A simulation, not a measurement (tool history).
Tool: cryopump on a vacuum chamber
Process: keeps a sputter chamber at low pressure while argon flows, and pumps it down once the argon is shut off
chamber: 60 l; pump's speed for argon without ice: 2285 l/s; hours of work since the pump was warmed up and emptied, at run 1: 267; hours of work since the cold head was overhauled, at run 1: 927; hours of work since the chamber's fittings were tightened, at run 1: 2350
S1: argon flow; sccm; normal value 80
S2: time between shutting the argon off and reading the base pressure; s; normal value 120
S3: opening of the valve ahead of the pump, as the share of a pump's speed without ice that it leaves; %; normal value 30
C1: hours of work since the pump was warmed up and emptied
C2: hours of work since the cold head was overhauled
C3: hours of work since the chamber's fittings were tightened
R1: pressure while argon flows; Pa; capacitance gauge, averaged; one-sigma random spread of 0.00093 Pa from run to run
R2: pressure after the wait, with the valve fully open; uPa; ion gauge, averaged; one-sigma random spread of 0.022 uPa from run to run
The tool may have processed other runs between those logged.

Run 1, hour 0: usual settings; C1 267; C2 927; C3 2350. Result: R1 0.208 Pa, R2 2.19 uPa.
Run 2, hour 45: usual settings; C1 297; C2 957; C3 2380. Result: R1 0.2093 Pa, R2 2.26 uPa.
Run 3, hour 92.7: usual settings; C1 329; C2 989; C3 2412. Result: R1 0.2087 Pa, R2 2.39 uPa.
Run 4, hour 130: usual settings; C1 354; C2 1014; C3 2437. Result: R1 0.2129 Pa, R2 2.36 uPa.
Run 5, hour 176.9: usual settings; C1 386; C2 1046; C3 2469. Result: R1 0.2126 Pa, R2 2.37 uPa.
Run 6, hour 219.1: usual settings but S3 51 %; C1 414; C2 1074; C3 2497. Result: R1 0.1324 Pa, R2 2.45 uPa.
Run 7, hour 260.8: usual settings; C1 442; C2 1102; C3 2525. Result: R1 0.2143 Pa, R2 2.43 uPa.
Run 8, hour 296.1: usual settings but S1 132 sccm; C1 466; C2 1125; C3 2548. Result: R1 0.3581 Pa, R2 2.6 uPa.
Run 9, hour 353.8: usual settings; C1 504; C2 1164; C3 2587. Result: R1 0.2185 Pa, R2 2.61 uPa.
Run 10, hour 405.7: usual settings; C1 539; C2 1199; C3 2622. Result: R1 0.2199 Pa, R2 2.72 uPa.
Run 11, hour 459.3: usual settings but S3 59 %; C1 575; C2 1235; C3 2658. Result: R1 0.1247 Pa, R2 2.87 uPa.
Run 12, hour 489.2: usual settings but S3 59 %; C1 595; C2 1255; C3 2678. Result: R1 0.1263 Pa, R2 2.81 uPa.
At hour 543.3: pump warmed up, emptied and cooled again.
Run 13, hour 543.3: usual settings but S3 59 %; C1 0; C2 1288; C3 2711. Result: R1 0.1012 Pa, R2 2.17 uPa.
Run 14, hour 577.1: usual settings but S3 59 %; C1 23; C2 1310; C3 2733. Result: R1 0.1015 Pa, R2 2.24 uPa.
Run 15, hour 616.7: usual settings; C1 49; C2 1337; C3 2760. Result: R1 0.201 Pa, R2 2.26 uPa.
Run 16, hour 669: usual settings; C1 84; C2 1372; C3 2795. Result: R1 0.2016 Pa, R2 2.33 uPa.
Run 17, hour 699.6: usual settings but S1 138 sccm; C1 105; C2 1392; C3 2815. Result: R1 0.3496 Pa, R2 2.32 uPa.
Run 18, hour 724.3: usual settings but S2 79 s, S3 53 %; C1 121; C2 1409; C3 2832. Result: R1 0.1157 Pa, R2 2.73 uPa.
Run 19, hour 767.4: usual settings but S1 115 sccm, S2 179 s, S3 50 %; C1 150; C2 1438; C3 2861. Result: R1 0.1794 Pa, R2 2.21 uPa.
Run 20, hour 806.7: usual settings but S1 115 sccm, S2 34 s, S3 24 %; C1 176; C2 1464; C3 2887. Result: R1 0.363 Pa, R2 3.8 uPa.
At hour 827.7: leaking fittings of the chamber tightened, without venting.
Run 21, hour 866.2: usual settings but S1 52 sccm, S2 34 s, S3 24 %; C1 215; C2 1503; C3 26. Result: R1 0.1656 Pa, R2 2.02 uPa.
Run 22, hour 902.8: usual settings but S1 52 sccm, S2 34 s, S3 17 %; C1 239; C2 1527; C3 50. Result: R1 0.2312 Pa, R2 2.02 uPa.
Run 23, hour 939.8: usual settings but S1 43 sccm, S2 158 s; C1 264; C2 1552; C3 75. Result: R1 0.1106 Pa, R2 0.63 uPa.
Run 24, hour 997.1: usual settings but S1 43 sccm, S2 31 s; C1 303; C2 1590; C3 113. Result: R1 0.1122 Pa, R2 2.28 uPa.
Run 25, hour 1029.7: usual settings but S1 82 sccm, S2 31 s, S3 38 %; C1 324; C2 1612; C3 135. Result: R1 0.173 Pa, R2 2.34 uPa.
Run 26, hour 1061.4: usual settings but S1 82 sccm, S2 31 s, S3 38 %; C1 346; C2 1633; C3 157. Result: R1 0.1744 Pa, R2 2.3 uPa.
Run 27, hour 1098.1: usual settings but S1 56 sccm, S2 177 s, S3 57 %; C1 370; C2 1658; C3 181. Result: R1 0.0824 Pa, R2 0.64 uPa.
Run 28, hour 1129.3: usual settings but S1 40 sccm, S2 21 s; C1 391; C2 1679; C3 202. Result: R1 0.1055 Pa, R2 3.27 uPa.
Run 29, hour 1173.5: usual settings but S1 40 sccm, S2 21 s; C1 421; C2 1708; C3 232. Result: R1 0.1069 Pa, R2 3.29 uPa.
Run 30, hour 1217.1: usual settings but S1 38 sccm, S2 158 s; C1 450; C2 1738; C3 261. Result: R1 0.1022 Pa, R2 0.71 uPa.
Run 31, hour 1243.4: usual settings but S1 93 sccm, S2 190 s; C1 468; C2 1755; C3 278. Result: R1 0.2523 Pa, R2 0.71 uPa.
Run 32, hour 1294.1: usual settings but S1 53 sccm, S2 65 s; C1 502; C2 1789; C3 312. Result: R1 0.1439 Pa, R2 1.39 uPa.
Run 33, hour 1321.3: usual settings but S1 73 sccm, S2 49 s, S3 54 %; C1 520; C2 1807; C3 331. Result: R1 0.119 Pa, R2 1.73 uPa.

Forecast each of these 5 alternatives for the next run:
Run A, hour 1359.3: usual settings but S3 57 %; C1 545; C2 1833; C3 356. Result: R1 ?, R2 ?.
Run B, hour 1359.3: usual settings but S2 38 s, S3 26 %; C1 545; C2 1833; C3 356. Result: R1 ?, R2 ?.
Run C, hour 1359.3: usual settings but S1 79 sccm, S2 49 s, S3 54 %; C1 545; C2 1833; C3 356. Result: R1 ?, R2 ?.
Run D, hour 1359.3: usual settings but S1 50 sccm, S2 69 s, S3 42 %; C1 545; C2 1833; C3 356. Result: R1 ?, R2 ?.
Run E, hour 1359.3: usual settings but S1 56 sccm, S2 49 s, S3 54 %; C1 545; C2 1833; C3 356. Result: R1 ?, R2 ?.

run      R1    R2
  A  0.1276  1.05
  B  0.2512  2.07
  C  0.1309  1.71
  D  0.1023  1.36
  E  0.0929  1.72
What these runs would have given with no unlogged condition in the tool:
run      R1    R2
  A  0.1042  0.67
  B  0.2278  1.71
  C  0.1078  1.35
  D  0.0878     1
  E  0.0766  1.36

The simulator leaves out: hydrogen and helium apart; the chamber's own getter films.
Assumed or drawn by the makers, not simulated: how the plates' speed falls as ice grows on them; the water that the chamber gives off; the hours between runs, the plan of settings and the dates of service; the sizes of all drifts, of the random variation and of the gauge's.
